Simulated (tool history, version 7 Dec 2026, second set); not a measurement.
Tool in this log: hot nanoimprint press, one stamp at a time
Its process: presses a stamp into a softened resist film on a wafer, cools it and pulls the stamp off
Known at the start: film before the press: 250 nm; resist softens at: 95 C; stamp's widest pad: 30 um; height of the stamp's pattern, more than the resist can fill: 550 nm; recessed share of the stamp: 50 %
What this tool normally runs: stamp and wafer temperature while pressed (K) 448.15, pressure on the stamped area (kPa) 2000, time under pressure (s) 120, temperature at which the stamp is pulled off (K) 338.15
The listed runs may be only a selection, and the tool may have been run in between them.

run   hour  stamp and wafer temperature while pressed (K)  pressure on the stamped area (kPa)  time under pressure (s)  temperature at which the stamp is pulled off (K)  resist left under the stamp's widest pad (angstrom)  greatest force while the stamp is pulled off (N)
  1    0.0                                         448.15                                2000                      120                                            338.15                                                 1165                                               163
  2   27.4                                         448.15                                2000                      120                                            338.15                                                 1159                                               162
  3   47.4                                         448.15                                2000                       94                                            338.15                                                 1258                                               170
  4   60.7                                         448.15                                2000                       94                                            338.15                                                 1262                                               176
  5   75.5                                         437.15                                2000                       94                                            338.15                                                 1873                                               169
  6  103.6                                         437.15                                2000                       94                                            338.15                                                 1869                                               162
  7  116.6                                         437.15                                1820                       94                                            338.15                                                 1904                                               165
  8  144.0                                         437.15                                1820                       94                                            338.15                                                 1901                                               172
  9  163.0                                         437.15                                1820                       94                                            338.15                                                 1894                                               170
 10  177.0                                         448.15                                2000                      120                                            338.15                                                 1142                                               167
 11  195.2                                         448.15                                2000                      120                                            338.15                                                 1146                                               161
 12  224.8                                         448.15                                2000                      170                                            340.15                                                 1010                                               158
 13  250.3                                         448.15                                2000                      120                                            341.15                                                 1137                                               158
     265.2  -- gauge calibrated
 14  271.4                                         441.15                                2000                      123                                            334.15                                                 1531                                               180
 15  293.7                                         441.15                                2000                      123                                            334.15                                                 1517                                               178
 16  316.2                                         448.15                                2110                       69                                            339.15                                                 1346                                               162
 17  338.9                                         448.15                                3010                       69                                            339.15                                                 1127                                               165
 18  365.4                                         438.15                                1510                      120                                            340.15                                                 1863                                               161
 19  383.0                                         442.15                                2000                       67                                            339.15                                                 1733                                               168
     396.9  -- stamp cleaned and given a new release coat
 20  403.2                                         442.15                                2000                       67                                            339.15                                                 1718                                               162
 21  424.9                                         448.15                                2440                      120                                            338.15                                                 1027                                               165
     433.7  -- plate thermocouple calibrated
 22  452.4                                         448.15                                2440                      120                                            338.15                                                 1041                                               164

Forecast each of these 4 alternatives for the next run:
  A  477.7                                         448.15                                2440                      120                                            344.15                                                    ?                                                 ?
  B  477.7                                         448.15                                2440                      220                                            338.15                                                    ?                                                 ?
  C  477.7                                         436.15                                1330                      161                                            338.15                                                    ?                                                 ?
  D  477.7                                         445.15                                3120                      120                                            342.15                                                    ?                                                 ?

run  resist left under the stamp's widest pad (angstrom)  greatest force while the stamp is pulled off (N)
  A                                                 1020                                               150
  B                                                  827                                               172
  C                                                 1925                                               159
  D                                                 1028                                               152
With the hidden condition removed and each run's random variation left untouched, the same runs would have given:
run  resist left under the stamp's widest pad (angstrom)  greatest force while the stamp is pulled off (N)
  A                                                 1037                                               150
  B                                                  841                                               171
  C                                                 1958                                               158
  D                                                 1044                                               152
